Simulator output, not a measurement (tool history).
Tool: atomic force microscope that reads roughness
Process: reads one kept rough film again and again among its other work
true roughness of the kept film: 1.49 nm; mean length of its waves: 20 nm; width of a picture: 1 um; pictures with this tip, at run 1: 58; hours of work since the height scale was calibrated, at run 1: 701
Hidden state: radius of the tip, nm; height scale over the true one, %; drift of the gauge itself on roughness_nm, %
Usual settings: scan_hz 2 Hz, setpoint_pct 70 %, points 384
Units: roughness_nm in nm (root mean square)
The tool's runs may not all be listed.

run	hour	scan_hz	setpoint_pct	points	pictures with this tip	hours of work since the height scale was calibrated	roughness_nm
1	0	2	70	384	58	701	1.101
2	24.2	2	70	384	96	716	1.068
3	53.2	2	70	384	142	734	1.005
4	68.9	2	70	384	166	744	0.981
5	99.2	2	70	384	214	763	0.938
6	128.3	2	70	384	260	782	0.896
# hour 131.7: new tip fitted
7	156.9	2	70	384	40	799	1.119
8	191.4	2	70	384	94	821	1.049
9	220.5	2	70	384	140	839	1.003
10	239	2	70	384	169	851	0.981
11	253.4	2	70	384	192	860	0.956
12	272.2	2	70	384	222	872	0.93
13	294.6	2	70	384	257	886	0.9
# hour 300.5: new tip fitted
14	318.4	2	70	384	28	901	1.127
15	335.8	2	70	384	55	912	1.094
16	360.6	2	59	384	94	927	1.111
17	395.2	2	83	384	149	949	0.903
18	419.4	2	83	384	187	964	0.865
19	453.7	1.28	87	338	241	986	0.863
# hour 467.6: new tip fitted
20	472.2	2.28	81	402	7	997	1.057
21	493.3	2.28	81	402	40	1011	1.006
22	521.6	2.28	81	402	85	1028	0.965
23	538.1	2.28	81	402	111	1039	0.937
24	552.8	2.81	81	469	134	1048	0.873
25	586.7	2	68	530	188	1069	0.964
26	601.2	0.64	71	586	211	1078	0.995
27	623.5	3.26	85	785	246	1092	0.727
# hour 635.5: new tip fitted
28	655.2	3.26	85	785	31	1112	0.912
29	688.4	1.28	88	311	83	1133	1.003
30	717.8	0.87	70	564	130	1152	1.085
31	738.4	0.81	72	662	162	1165	1.06
32	767.8	0.57	84	412	209	1183	0.985
33	786.5	0.57	84	412	238	1195	0.959
# hour 804.4: new tip fitted
34	805.7	1.6	55	355	2	1207	1.25
35	821.3	1.6	55	355	26	1216	1.22
36	842	2	83	431	59	1229	0.998

Hidden state at the last listed run before each entry between runs and at the first one after, where it differs:
Between runs 6 and 7: new tip fitted (hour 131.7)
  radius of the tip, nm: 31.2 -> 11.1; height scale over the true one, %: -1.07 -> -1.1
  measured less the result without the state, roughness_nm: -0.3 -> -0.074 nm (root mean square)
Between runs 13 and 14: new tip fitted (hour 300.5)
  radius of the tip, nm: 30.9 -> 10.4; height scale over the true one, %: -1.22 -> -1.24
  measured less the result without the state, roughness_nm: -0.299 -> -0.066 nm (root mean square)
Between runs 19 and 20: new tip fitted (hour 467.6)
  radius of the tip, nm: 29.4 -> 7.8; height scale over the true one, %: -1.37 -> -1.39
  measured less the result without the state, roughness_nm: -0.272 -> -0.027 nm (root mean square)
Between runs 27 and 28: new tip fitted (hour 635.5)
  radius of the tip, nm: 30.1 -> 9.8; height scale over the true one, %: -1.53 -> -1.56
  measured less the result without the state, roughness_nm: -0.237 -> -0.049 nm (root mean square)
Between runs 33 and 34: new tip fitted (hour 804.4)
  radius of the tip, nm: 28.2 -> 7.3; height scale over the true one, %: -1.67 -> -1.69
  measured less the result without the state, roughness_nm: -0.291 -> -0.027 nm (root mean square)

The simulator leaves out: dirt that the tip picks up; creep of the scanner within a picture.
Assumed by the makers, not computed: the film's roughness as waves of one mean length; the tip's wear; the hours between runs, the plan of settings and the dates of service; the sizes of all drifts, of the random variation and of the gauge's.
